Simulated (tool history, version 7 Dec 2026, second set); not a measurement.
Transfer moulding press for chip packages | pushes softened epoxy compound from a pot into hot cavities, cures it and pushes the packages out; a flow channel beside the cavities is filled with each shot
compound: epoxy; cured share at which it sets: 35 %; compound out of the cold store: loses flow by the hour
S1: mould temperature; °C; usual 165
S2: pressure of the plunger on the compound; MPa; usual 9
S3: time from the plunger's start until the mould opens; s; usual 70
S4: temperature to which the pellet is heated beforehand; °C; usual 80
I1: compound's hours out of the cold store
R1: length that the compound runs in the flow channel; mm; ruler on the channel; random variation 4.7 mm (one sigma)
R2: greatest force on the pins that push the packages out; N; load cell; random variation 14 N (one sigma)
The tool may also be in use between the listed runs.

run	day	S1	S2	S3	S4	I1	R1	R2
1	0	165	9	70	80	23.6	755	683
2	0.204	165	9	70	80	43.6	699	623
3	0.471	165	9	70	80	47.4	701	635
4	0.792	165	9	70	80	20.1	746	648
5	1	165	9	70	82	38	711	651
6	1.333	165	9	70	82	29	739	645
7	1.554	165	9	70	82	18	749	693
8	1.962	165	9	70	82	10.5	769	689
9	2.333	165	9	70	82	43.8	702	640
10	2.579	165	9	70	82	29.8	727	625
11	2.988	165	9	70	82	19.5	750	670
12	3.367	165	9	70	82	25.7	739	652
13	3.583	165	9	70	82	9.6	774	685
14	3.962	165	9	70	82	20.4	748	658
15	4.358	165	9	70	72	36.9	718	675
16	4.708	165	9	70	72	17.9	752	700
17	5.1	165	9	70	72	42.1	715	648
18	5.312	165	6.9	70	76	41.4	622	634
19	5.704	165	6.9	70	76	31.5	638	646
20	5.921	165	9.32	70	81	39.9	728	651
21	6.238	165	10.82	70	87	12.2	841	659
22	6.471	171	10.82	70	82	20.5	802	466
23	6.7	171	10.82	70	82	23.4	796	448
24	6.917	163	10.82	66	77	34.8	800	878
25	7.212	160	10.82	66	79	37	808	1162
26	7.542	160	10.82	66	75	34.1	805	1155
27	7.738	165	10.53	81	80	8.5	835	495
28	7.95	162	9.22	78	74	25.7	750	640
29	8.121	162	9.22	78	74	19.2	779	657

Taken out of this log: 3 entries between the listed runs. Where each belongs, and how the hidden state differs across it:
Between runs 10 and 11: cavities cleaned with cleaning compound and waxed (day 2.971)
  grip of the stained cavities, % over clean ones': 1 -> 0
Between runs 11 and 12: plunger's sealing rings changed (day 3.338)
  pressure that reaches the compound, % of what is set: 99.94 -> 100; grip of the stained cavities, % over clean ones': 0 -> 0.3
Between runs 22 and 23: cavities cleaned with cleaning compound and waxed (day 6.675)
  grip of the stained cavities, % over clean ones': 1.1 -> 0
